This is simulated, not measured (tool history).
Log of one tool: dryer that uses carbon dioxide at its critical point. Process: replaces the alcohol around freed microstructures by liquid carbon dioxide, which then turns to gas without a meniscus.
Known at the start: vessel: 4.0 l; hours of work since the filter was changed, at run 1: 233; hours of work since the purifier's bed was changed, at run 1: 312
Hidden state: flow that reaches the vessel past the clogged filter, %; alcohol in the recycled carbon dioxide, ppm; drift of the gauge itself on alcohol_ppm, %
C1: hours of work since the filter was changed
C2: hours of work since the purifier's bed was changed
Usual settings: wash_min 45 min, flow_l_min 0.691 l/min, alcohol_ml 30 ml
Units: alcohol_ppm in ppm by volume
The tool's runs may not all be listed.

run 1 hour=0 | wash_min=45 flow_l_min=0.691 alcohol_ml=30 | C1=233 C2=312 | alcohol_ppm=33
run 2 hour=18.4 | wash_min=45 flow_l_min=0.691 alcohol_ml=30 | C1=245 C2=325 | alcohol_ppm=37
run 3 hour=29.1 | wash_min=45 flow_l_min=0.691 alcohol_ml=30 | C1=252 C2=332 | alcohol_ppm=51
-- hour=32.7 inlet filter changed
run 4 hour=44.5 | wash_min=45 flow_l_min=0.857 alcohol_ml=30 | C1=8 C2=341 | alcohol_ppm=38
run 5 hour=61.5 | wash_min=45 flow_l_min=0.857 alcohol_ml=30 | C1=19 C2=353 | alcohol_ppm=34
run 6 hour=71.3 | wash_min=45 flow_l_min=0.857 alcohol_ml=30 | C1=26 C2=360 | alcohol_ppm=39
run 7 hour=80.4 | wash_min=45 flow_l_min=0.857 alcohol_ml=30 | C1=32 C2=366 | alcohol_ppm=33
run 8 hour=89.9 | wash_min=45 flow_l_min=0.857 alcohol_ml=30 | C1=39 C2=372 | alcohol_ppm=39
run 9 hour=102.8 | wash_min=45 flow_l_min=0.899 alcohol_ml=30 | C1=47 C2=381 | alcohol_ppm=38
run 10 hour=113.3 | wash_min=45 flow_l_min=0.691 alcohol_ml=30 | C1=54 C2=388 | alcohol_ppm=41
run 11 hour=126.2 | wash_min=45 flow_l_min=0.691 alcohol_ml=30 | C1=63 C2=397 | alcohol_ppm=45
run 12 hour=144.9 | wash_min=45 flow_l_min=0.691 alcohol_ml=30 | C1=76 C2=409 | alcohol_ppm=40
run 13 hour=164.3 | wash_min=45 flow_l_min=0.691 alcohol_ml=30 | C1=89 C2=422 | alcohol_ppm=51
run 14 hour=173 | wash_min=45 flow_l_min=0.691 alcohol_ml=30 | C1=95 C2=428 | alcohol_ppm=51
run 15 hour=183.2 | wash_min=45 flow_l_min=0.691 alcohol_ml=30 | C1=101 C2=435 | alcohol_ppm=49
run 16 hour=197.3 | wash_min=45 flow_l_min=0.691 alcohol_ml=30 | C1=111 C2=444 | alcohol_ppm=45
run 17 hour=214.9 | wash_min=45 flow_l_min=0.691 alcohol_ml=30 | C1=123 C2=456 | alcohol_ppm=39
run 18 hour=235.1 | wash_min=45 flow_l_min=0.691 alcohol_ml=30 | C1=136 C2=470 | alcohol_ppm=51
run 19 hour=245 | wash_min=45 flow_l_min=0.691 alcohol_ml=30 | C1=143 C2=477 | alcohol_ppm=45
run 20 hour=258.4 | wash_min=45 flow_l_min=0.691 alcohol_ml=30 | C1=152 C2=486 | alcohol_ppm=53
run 21 hour=273.3 | wash_min=45 flow_l_min=0.425 alcohol_ml=30 | C1=162 C2=496 | alcohol_ppm=165
run 22 hour=287.4 | wash_min=47 flow_l_min=0.425 alcohol_ml=30 | C1=172 C2=505 | alcohol_ppm=143
run 23 hour=297.9 | wash_min=47 flow_l_min=0.425 alcohol_ml=30 | C1=179 C2=512 | alcohol_ppm=155
run 24 hour=309.7 | wash_min=45 flow_l_min=0.691 alcohol_ml=30 | C1=187 C2=520 | alcohol_ppm=56
run 25 hour=328.1 | wash_min=64 flow_l_min=0.44 alcohol_ml=30 | C1=199 C2=533 | alcohol_ppm=61
run 26 hour=348 | wash_min=61 flow_l_min=1.107 alcohol_ml=24 | C1=213 C2=546 | alcohol_ppm=56
run 27 hour=364 | wash_min=45 flow_l_min=1.018 alcohol_ml=47 | C1=223 C2=557 | alcohol_ppm=48
run 28 hour=377.4 | wash_min=45 flow_l_min=1.018 alcohol_ml=47 | C1=232 C2=566 | alcohol_ppm=53
run 29 hour=390.3 | wash_min=45 flow_l_min=0.478 alcohol_ml=38 | C1=241 C2=575 | alcohol_ppm=151
-- hour=409.9 inlet filter changed
run 30 hour=410.2 | wash_min=45 flow_l_min=0.478 alcohol_ml=38 | C1=0 C2=587 | alcohol_ppm=134
run 31 hour=423.3 | wash_min=30 flow_l_min=0.478 alcohol_ml=48 | C1=9 C2=596 | alcohol_ppm=537
run 32 hour=434 | wash_min=63 flow_l_min=0.97 alcohol_ml=77 | C1=16 C2=603 | alcohol_ppm=54
run 33 hour=453.2 | wash_min=63 flow_l_min=0.97 alcohol_ml=77 | C1=29 C2=616 | alcohol_ppm=54
run 34 hour=462.4 | wash_min=54 flow_l_min=0.783 alcohol_ml=77 | C1=35 C2=623 | alcohol_ppm=63
run 35 hour=473.4 | wash_min=53 flow_l_min=0.546 alcohol_ml=107 | C1=43 C2=630 | alcohol_ppm=93
run 36 hour=492.3 | wash_min=36 flow_l_min=0.546 alcohol_ml=30 | C1=56 C2=643 | alcohol_ppm=148
run 37 hour=507.4 | wash_min=36 flow_l_min=0.55 alcohol_ml=30 | C1=66 C2=653 | alcohol_ppm=146
run 38 hour=527 | wash_min=36 flow_l_min=1.072 alcohol_ml=64 | C1=79 C2=666 | alcohol_ppm=63
run 39 hour=537.5 | wash_min=36 flow_l_min=1.072 alcohol_ml=64 | C1=86 C2=673 | alcohol_ppm=60
run 40 hour=551.5 | wash_min=68 flow_l_min=0.609 alcohol_ml=22 | C1=96 C2=683 | alcohol_ppm=59
run 41 hour=560.4 | wash_min=35 flow_l_min=0.609 alcohol_ml=107 | C1=102 C2=689 | alcohol_ppm=290
run 42 hour=573.9 | wash_min=44 flow_l_min=0.609 alcohol_ml=39 | C1=111 C2=698 | alcohol_ppm=86
run 43 hour=592.2 | wash_min=44 flow_l_min=0.609 alcohol_ml=39 | C1=123 C2=710 | alcohol_ppm=82
run 44 hour=607.6 | wash_min=30 flow_l_min=0.582 alcohol_ml=39 | C1=133 C2=721 | alcohol_ppm=279
run 45 hour=621.5 | wash_min=48 flow_l_min=0.642 alcohol_ml=47 | C1=143 C2=730 | alcohol_ppm=76
run 46 hour=635.1 | wash_min=45 flow_l_min=0.431 alcohol_ml=78 | C1=152 C2=739 | alcohol_ppm=382
run 47 hour=651 | wash_min=67 flow_l_min=0.701 alcohol_ml=22 | C1=163 C2=750 | alcohol_ppm=62

Hidden state or all else? Some run-to-run changes of alcohol_ppm, split into what the settings, what came in and random variation would give without the hidden state, and what is left for the hidden state (with any gauge scatter that isn't in both results):
Run 30 -> 31: wash_min 45 -> 30, alcohol_ml 38 -> 48. alcohol_ppm +403 ppm by volume: hidden state +6, all else +397.
Run 31 -> 32: wash_min 30 -> 63, flow_l_min 0.478 -> 0.97, alcohol_ml 48 -> 77. alcohol_ppm -483 ppm by volume: hidden state -3, all else -480.
Run 40 -> 41: wash_min 68 -> 35, alcohol_ml 22 -> 107. alcohol_ppm +231 ppm by volume: hidden state +26, all else +205.
Run 45 -> 46: wash_min 48 -> 45, flow_l_min 0.642 -> 0.431, alcohol_ml 47 -> 78. alcohol_ppm +306 ppm by volume: hidden state +42, all else +264.
Run 46 -> 47: wash_min 45 -> 67, flow_l_min 0.431 -> 0.701, alcohol_ml 78 -> 22. alcohol_ppm -320 ppm by volume: hidden state -41, all else -279.
